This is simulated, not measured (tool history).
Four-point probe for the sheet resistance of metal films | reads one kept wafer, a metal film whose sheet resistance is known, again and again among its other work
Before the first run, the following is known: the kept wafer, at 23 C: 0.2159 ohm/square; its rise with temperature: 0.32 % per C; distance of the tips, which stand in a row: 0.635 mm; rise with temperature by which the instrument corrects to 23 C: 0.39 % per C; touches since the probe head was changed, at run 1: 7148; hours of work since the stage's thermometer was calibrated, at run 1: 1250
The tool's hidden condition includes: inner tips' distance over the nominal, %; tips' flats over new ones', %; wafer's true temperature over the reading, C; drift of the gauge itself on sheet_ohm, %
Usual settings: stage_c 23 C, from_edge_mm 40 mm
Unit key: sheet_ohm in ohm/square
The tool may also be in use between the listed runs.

| run | hour | stage_c | from_edge_mm | touches since the probe head was changed | hours of work since the stage's thermometer was calibrated | sheet_ohm |
|---|---|---|---|---|---|---|
| 1 | 0 | 23 | 40 | 7148 | 1250 | 0.215952 |
| 2 | 79.6 | 26 | 40 | 9121 | 1299 | 0.21542 |
| 3 | 177.2 | 26 | 40 | 11541 | 1359 | 0.215391 |
| 4 | 267.3 | 26 | 40 | 13776 | 1414 | 0.215457 |
| 5 | 359.1 | 23 | 40 | 16053 | 1470 | 0.215913 |
|  | 436.4 | stage's thermometer calibrated |
| 6 | 446.2 | 33 | 40 | 18200 | 6 | 0.214552 |
| 7 | 494.6 | 33 | 40 | 19401 | 36 | 0.214469 |
| 8 | 557 | 23 | 67 | 20948 | 74 | 0.215847 |
| 9 | 608.1 | 23 | 10 | 22217 | 105 | 0.216357 |
| 10 | 673.3 | 23 | 10 | 23834 | 145 | 0.216292 |
| 11 | 719.1 | 25 | 10 | 24969 | 173 | 0.216018 |
| 12 | 790.4 | 23 | 6 | 26736 | 217 | 0.217166 |
| 13 | 886.8 | 25 | 6 | 29128 | 276 | 0.216842 |
| 14 | 967.7 | 25 | 6 | 31133 | 326 | 0.216782 |
| 15 | 1037.1 | 25 | 6 | 32856 | 368 | 0.21686 |
| 16 | 1142.3 | 23 | 40 | 35463 | 432 | 0.215926 |
| 17 | 1192.2 | 28 | 40 | 36701 | 463 | 0.215093 |
| 18 | 1275.3 | 28 | 40 | 38762 | 514 | 0.215141 |
| 19 | 1346.9 | 28 | 40 | 40539 | 558 | 0.21523 |
| 20 | 1414.9 | 24 | 40 | 42223 | 600 | 0.215678 |
| 21 | 1486.5 | 24 | 40 | 43999 | 643 | 0.215812 |
| 22 | 1582.4 | 23 | 40 | 46379 | 702 | 0.215947 |
| 23 | 1646.2 | 23 | 40 | 47960 | 741 | 0.215865 |
| 24 | 1692.7 | 23 | 40 | 49113 | 770 | 0.215826 |
| 25 | 1768 | 23 | 40 | 50980 | 816 | 0.215854 |
| 26 | 1826.1 | 19 | 8 | 52422 | 852 | 0.217163 |
| 27 | 1902.1 | 32 | 3 | 54305 | 898 | 0.219629 |
| 28 | 1963.8 | 30 | 13 | 55836 | 936 | 0.215129 |
| 29 | 2063.8 | 28 | 74 | 58316 | 997 | 0.215119 |
| 30 | 2166.9 | 23 | 40 | 60874 | 1060 | 0.215857 |
| 31 | 2255.4 | 35 | 7 | 63068 | 1115 | 0.215113 |
| 32 | 2305.9 | 18 | 12 | 64321 | 1145 | 0.216887 |
| 33 | 2356 | 19 | 15 | 65563 | 1176 | 0.216629 |
| 34 | 2453.6 | 22 | 21 | 67984 | 1236 | 0.21607 |

Run 35, settings as shown, results not yet in. Your forecast:
| 35 | 2559.8 | 29 | 40 | 70617 | 1301 | ? |

{"run 35": {"sheet_ohm": 0.215045}}
Minus the tool's unlogged condition, the same run would have read sheet_ohm 0.215103 ohm/square.
